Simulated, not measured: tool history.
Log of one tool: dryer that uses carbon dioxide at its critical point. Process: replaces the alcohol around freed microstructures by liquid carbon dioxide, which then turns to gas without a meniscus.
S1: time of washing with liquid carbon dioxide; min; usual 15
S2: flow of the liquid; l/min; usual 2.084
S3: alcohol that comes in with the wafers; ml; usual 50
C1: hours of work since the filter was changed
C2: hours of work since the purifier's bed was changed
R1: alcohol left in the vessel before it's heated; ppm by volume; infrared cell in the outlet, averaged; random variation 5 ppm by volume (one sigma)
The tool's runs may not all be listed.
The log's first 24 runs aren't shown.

run,hour,S1,S2,S3,C1,C2,R1
25,177.7,16,1.54,32,276,385,173
26,182.2,16,2.66,29,279,388,80
27,187.5,19,2.24,42,282,391,80
28,192.8,15,3.16,36,286,395,84
29,198.7,11,2.084,50,290,398,281
30,206.9,12,2.81,58,295,404,110
31,215.8,12,2.81,58,301,410,107
32,223.6,15,2.084,29,306,415,106
33,229.1,14,2.42,41,309,418,107
34,236.1,9,1.88,43,314,423,587
35,244.8,9,1.88,43,320,428,596

3 ways to go on from here, each from the tool as it stands after run 35. What would each give?
A,254.5,22,2.084,50,326,435,?
B,254.5,15,2.084,35,326,435,?
C,254.5,17,3.22,50,326,435,?

run,R1
A,80
B,117
C,78
Without the tool's hidden state the same runs would have given:
run,R1
A,1
B,24
C,0

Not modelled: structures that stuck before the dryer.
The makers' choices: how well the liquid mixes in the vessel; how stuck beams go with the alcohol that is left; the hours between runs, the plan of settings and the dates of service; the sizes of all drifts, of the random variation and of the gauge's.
